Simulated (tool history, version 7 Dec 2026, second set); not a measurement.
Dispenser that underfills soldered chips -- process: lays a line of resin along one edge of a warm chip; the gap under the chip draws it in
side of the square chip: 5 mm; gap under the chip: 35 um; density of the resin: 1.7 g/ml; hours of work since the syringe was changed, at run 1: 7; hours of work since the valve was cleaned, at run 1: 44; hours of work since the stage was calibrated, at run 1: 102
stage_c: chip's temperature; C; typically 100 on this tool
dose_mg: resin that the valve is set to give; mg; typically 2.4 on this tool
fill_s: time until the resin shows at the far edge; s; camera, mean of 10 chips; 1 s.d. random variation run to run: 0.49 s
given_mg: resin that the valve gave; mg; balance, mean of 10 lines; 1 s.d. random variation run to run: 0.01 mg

run,hour,stage_c,dose_mg,hours of work since the syringe was changed,hours of work since the valve was cleaned,hours of work since the stage was calibrated,fill_s,given_mg
1,0,100,2.4,7,44,102,48.7,2.29
2,4.2,100,2.4,10,48,105,55.8,2.31
# hour 6.9: new syringe of resin
3,7.1,100,2.4,0,49,107,38.6,2.3
4,11.4,100,2.85,3,53,110,42.2,2.72
5,14.8,100,2.4,6,55,113,46.9,2.28
6,19.8,100,2.4,10,59,117,53,2.28
# hour 22.4: new syringe of resin
7,22.4,100,2.4,0,61,118,38.3,2.28
8,27.6,100,2.35,4,65,122,43.4,2.22
9,31.1,96,2.4,7,68,125,53.5,2.27
10,34,89,2.15,9,70,127,70.5,2.02
# hour 38: new syringe of resin
11,38.3,110,2.4,0,73,130,30.4,2.26
12,40.7,99,2.13,2,75,132,43.1,2
13,45.3,99,3.02,6,78,136,46.7,2.82
# hour 47.1: dispensing valve cleaned and set on the balance
14,51.7,99,3.02,10,3,140,53.6,3
# hour 54.7: new syringe of resin
15,55.7,99,3.02,1,6,143,41.2,3.01

What if the next run were any one of these 4? Each begins from the tool's condition after run 15:
A,58.1,99,2.69,3,8,144,?,?
B,58.1,98,2.4,3,8,144,?,?
C,58.1,87,3.02,3,8,144,?,?
D,58.1,97,2.67,3,8,144,?,?

run,fill_s,given_mg
A,43.4,2.66
B,45.6,2.4
C,59.8,3.01
D,45.9,2.65
The same runs, with their run-to-run variation unchanged, on a tool lacking any hidden condition would have given:
run,fill_s,given_mg
A,38.8,2.68
B,40.7,2.41
C,53.4,3.03
D,41,2.67
